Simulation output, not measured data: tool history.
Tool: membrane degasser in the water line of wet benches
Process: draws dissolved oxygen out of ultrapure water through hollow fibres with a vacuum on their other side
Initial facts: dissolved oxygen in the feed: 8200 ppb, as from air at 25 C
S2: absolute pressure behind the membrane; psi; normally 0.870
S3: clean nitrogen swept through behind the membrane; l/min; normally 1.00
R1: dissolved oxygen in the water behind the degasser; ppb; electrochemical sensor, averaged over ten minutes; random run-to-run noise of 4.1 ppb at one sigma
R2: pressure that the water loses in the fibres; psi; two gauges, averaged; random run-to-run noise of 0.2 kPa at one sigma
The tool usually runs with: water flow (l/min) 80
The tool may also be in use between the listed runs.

{"run": 1, "hour": 0.0, "water flow (l/min)": 80, "S2": 0.87, "S3": 1.0, "R1": 493.7, "R2": 6.218}
{"run": 2, "hour": 41.4, "water flow (l/min)": 80, "S2": 0.87, "S3": 1.0, "R1": 502.9, "R2": 6.211}
{"run": 3, "hour": 71.4, "water flow (l/min)": 80, "S2": 0.87, "S3": 1.0, "R1": 490.6, "R2": 6.206}
{"run": 4, "hour": 97.4, "water flow (l/min)": 80, "S2": 0.87, "S3": 1.0, "R1": 488.8, "R2": 6.203}
{"run": 5, "hour": 138.2, "water flow (l/min)": 80, "S2": 0.87, "S3": 1.0, "R1": 494.0, "R2": 6.253}
{"run": 6, "hour": 188.0, "water flow (l/min)": 80, "S2": 0.87, "S3": 0.74, "R1": 570.1, "R2": 6.24}
{"run": 7, "hour": 234.8, "water flow (l/min)": 80, "S2": 0.87, "S3": 1.0, "R1": 494.4, "R2": 6.152}
{"run": 8, "hour": 260.2, "water flow (l/min)": 80, "S2": 0.685, "S3": 1.0, "R1": 339.3, "R2": 6.206}
{"run": 9, "hour": 286.0, "water flow (l/min)": 80, "S2": 0.87, "S3": 1.11, "R1": 473.2, "R2": 6.222}
{"run": 10, "hour": 313.1, "water flow (l/min)": 80, "S2": 0.87, "S3": 1.11, "R1": 467.4, "R2": 6.183}
{"run": 11, "hour": 362.2, "water flow (l/min)": 80, "S2": 0.571, "S3": 1.11, "R1": 231.1, "R2": 6.277}
{"run": 12, "hour": 389.5, "water flow (l/min)": 80, "S2": 0.87, "S3": 0.51, "R1": 669.6, "R2": 6.213}
{"hour": 417.3, "done": "seals of the vacuum lines changed"}
{"run": 13, "hour": 425.8, "water flow (l/min)": 94, "S2": 0.87, "S3": 0.51, "R1": 788.3, "R2": 7.25}
{"run": 14, "hour": 462.4, "water flow (l/min)": 80, "S2": 1.004, "S3": 1.0, "R1": 602.4, "R2": 6.222}
{"run": 15, "hour": 510.8, "water flow (l/min)": 106, "S2": 1.729, "S3": 1.0, "R1": 1474.1, "R2": 8.232}
{"run": 16, "hour": 537.6, "water flow (l/min)": 80, "S2": 0.683, "S3": 1.23, "R1": 311.0, "R2": 6.224}
{"run": 17, "hour": 579.2, "water flow (l/min)": 80, "S2": 2.112, "S3": 0.61, "R1": 1881.3, "R2": 6.225}
{"run": 18, "hour": 601.4, "water flow (l/min)": 80, "S2": 2.112, "S3": 0.61, "R1": 1870.7, "R2": 6.24}
{"run": 19, "hour": 650.0, "water flow (l/min)": 80, "S2": 2.112, "S3": 0.61, "R1": 1889.7, "R2": 6.221}
{"run": 20, "hour": 671.5, "water flow (l/min)": 73, "S2": 1.12, "S3": 1.42, "R1": 523.5, "R2": 5.706}
{"run": 21, "hour": 720.4, "water flow (l/min)": 110, "S2": 1.344, "S3": 0.58, "R1": 1446.7, "R2": 8.553}
{"run": 22, "hour": 774.0, "water flow (l/min)": 71, "S2": 1.693, "S3": 0.45, "R1": 1588.1, "R2": 5.514}
{"run": 23, "hour": 800.4, "water flow (l/min)": 97, "S2": 0.654, "S3": 1.0, "R1": 423.4, "R2": 7.53}
{"run": 24, "hour": 849.0, "water flow (l/min)": 97, "S2": 0.654, "S3": 1.0, "R1": 421.6, "R2": 7.539}
{"run": 25, "hour": 870.9, "water flow (l/min)": 97, "S2": 0.718, "S3": 1.69, "R1": 404.8, "R2": 7.507}

Run 26 comes next. What will it give?
{"run": 26, "hour": 896.0, "water flow (l/min)": 97, "S2": 0.718, "S3": 1.69, "R1": "?", "R2": "?"}

Run 26 gave R1 407.4 ppb, R2 7.506 psi.
Without the tool's hidden state the same run would have given R1 385.8 ppb, R2 7.401 psi.

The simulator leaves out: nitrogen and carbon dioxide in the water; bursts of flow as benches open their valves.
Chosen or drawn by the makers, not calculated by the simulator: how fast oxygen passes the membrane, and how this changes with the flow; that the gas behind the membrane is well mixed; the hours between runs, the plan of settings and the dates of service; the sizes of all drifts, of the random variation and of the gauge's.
